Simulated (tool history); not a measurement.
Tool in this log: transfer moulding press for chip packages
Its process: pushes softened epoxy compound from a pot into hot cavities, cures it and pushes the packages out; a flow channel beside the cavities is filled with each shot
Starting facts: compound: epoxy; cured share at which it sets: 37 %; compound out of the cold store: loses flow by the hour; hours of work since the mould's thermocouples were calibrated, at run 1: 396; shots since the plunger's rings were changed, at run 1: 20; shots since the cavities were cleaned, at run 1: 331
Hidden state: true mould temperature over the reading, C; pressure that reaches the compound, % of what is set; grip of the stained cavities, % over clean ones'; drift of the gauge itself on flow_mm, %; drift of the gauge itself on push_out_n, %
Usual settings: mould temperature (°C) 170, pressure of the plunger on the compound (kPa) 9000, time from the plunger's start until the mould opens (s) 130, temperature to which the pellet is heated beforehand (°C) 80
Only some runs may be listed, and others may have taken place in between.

run,hour,mould temperature (°C),pressure of the plunger on the compound (kPa),time from the plunger's start until the mould opens (s),temperature to which the pellet is heated beforehand (°C),hours of work since the mould's thermocouples were calibrated,shots since the plunger's rings were changed,shots since the cavities were cleaned,incoming compound's hours out of the cold store,length that the compound runs in the flow channel (mm),greatest force on the pins that push the packages out (N)
1,0.0,170,9000,130,80,396,20,331,15.9,596,843
# hour 17.3: cavities cleaned with cleaning compound and waxed
2,22.8,170,9000,130,80,406,158,36,30.4,574,497
3,61.8,170,9000,130,80,423,409,287,14.7,589,800
# hour 85.0: cavities cleaned with cleaning compound and waxed
4,112.1,170,9000,130,80,445,723,174,13.8,592,674
# hour 151.6: cavities cleaned with cleaning compound and waxed
5,161.2,170,9000,130,80,467,1030,62,34.1,563,502
6,185.1,169,9000,130,80,477,1184,216,36.0,563,716
7,207.7,170,7200,150,71,487,1329,361,13.1,529,673
# hour 219.9: cavities cleaned with cleaning compound and waxed
# hour 251.6: mould's thermocouples calibrated
8,258.4,172,7040,151,82,3,1634,236,29.6,498,546
# hour 288.6: cavities cleaned with cleaning compound and waxed
9,296.9,172,7040,151,82,20,1872,54,46.0,477,381
10,338.9,172,7040,151,82,38,2143,325,16.6,507,606
# hour 358.6: cavities cleaned with cleaning compound and waxed
11,378.9,170,8420,128,80,56,2391,131,34.8,537,612
# hour 425.2: cavities cleaned with cleaning compound and waxed
12,425.2,173,6840,130,75,76,2679,0,37.6,472,369

5 ways to go on from here, each from the tool as it stands after run 12. What would each give?
A,448.9,170,9000,110,78,86,2832,153,14.0,?,?
B,448.9,174,6840,130,75,86,2832,153,33.8,?,?
C,448.9,170,7930,112,80,86,2832,153,19.5,?,?
D,448.9,169,8450,130,80,86,2832,153,25.9,?,?
E,448.9,173,10590,142,74,86,2832,153,13.3,?,?

run,length that the compound runs in the flow channel (mm),greatest force on the pins that push the packages out (N)
A,579,997
B,473,530
C,540,906
D,549,701
E,618,506
Stripped of hidden state, with their random variation kept, the same runs would have yielded:
run,length that the compound runs in the flow channel (mm),greatest force on the pins that push the packages out (N)
A,596,660
B,487,351
C,555,598
D,565,464
E,635,335

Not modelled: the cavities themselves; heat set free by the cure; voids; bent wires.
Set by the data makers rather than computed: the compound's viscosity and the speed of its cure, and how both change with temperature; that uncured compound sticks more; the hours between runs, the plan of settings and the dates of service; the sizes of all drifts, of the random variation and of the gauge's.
